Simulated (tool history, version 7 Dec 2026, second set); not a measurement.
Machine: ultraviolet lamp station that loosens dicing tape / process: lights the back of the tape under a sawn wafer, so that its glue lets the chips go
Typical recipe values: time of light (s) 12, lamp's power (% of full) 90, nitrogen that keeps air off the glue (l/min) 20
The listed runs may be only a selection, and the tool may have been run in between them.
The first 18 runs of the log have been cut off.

run,hour,time of light (s),lamp's power (% of full),nitrogen that keeps air off the glue (l/min),force that peels the tape off (N),light that reached the tape (mJ/cm²)
19,212.5,12,90,20,0.288,341
20,219.9,12,90,20,0.291,337
21,226.6,12,90,20,0.283,334
22,238.5,12,90,20,0.293,329
23,245.7,12,90,11,0.428,332
24,261.2,12,90,11,0.423,336
25,273.2,12,90,11,0.412,331
26,283.7,12,90,11,0.421,326
27,299.5,12,90,11,0.428,330
28,308.9,15,92,27,0.222,417
29,324.4,13,95,20,0.259,377
30,339.5,19,95,21,0.213,543
31,346.9,7,95,16,0.741,202
32,355.6,7,83,16,0.867,180
33,362.6,7,90,33,0.526,188
34,370.2,23,90,20,0.199,617
35,384.2,8,90,20,0.565,215
36,392.6,14,65,20,0.402,274
# hour 402.3: window cleaned of glue's vapour
37,402.3,12,66,38,0.278,275
38,409.6,13,79,27,0.24,350
39,422.2,13,90,14,0.284,405
40,436.5,13,90,14,0.276,405
41,444.1,13,90,28,0.227,406
42,455.5,13,90,28,0.237,407
43,465,13,90,28,0.231,405

Alternative continuations, all from the tool just after run 43; predict every row:
A,478.2,13,68,33,?,?
B,478.2,12,79,15,?,?
C,478.2,13,90,25,?,?

run,force that peels the tape off (N),light that reached the tape (mJ/cm²)
A,0.277,297
B,0.36,330
C,0.233,402
What these runs would have given with no unlogged condition in the tool:
run,force that peels the tape off (N),light that reached the tape (mJ/cm²)
A,0.261,317
B,0.33,351
C,0.225,429

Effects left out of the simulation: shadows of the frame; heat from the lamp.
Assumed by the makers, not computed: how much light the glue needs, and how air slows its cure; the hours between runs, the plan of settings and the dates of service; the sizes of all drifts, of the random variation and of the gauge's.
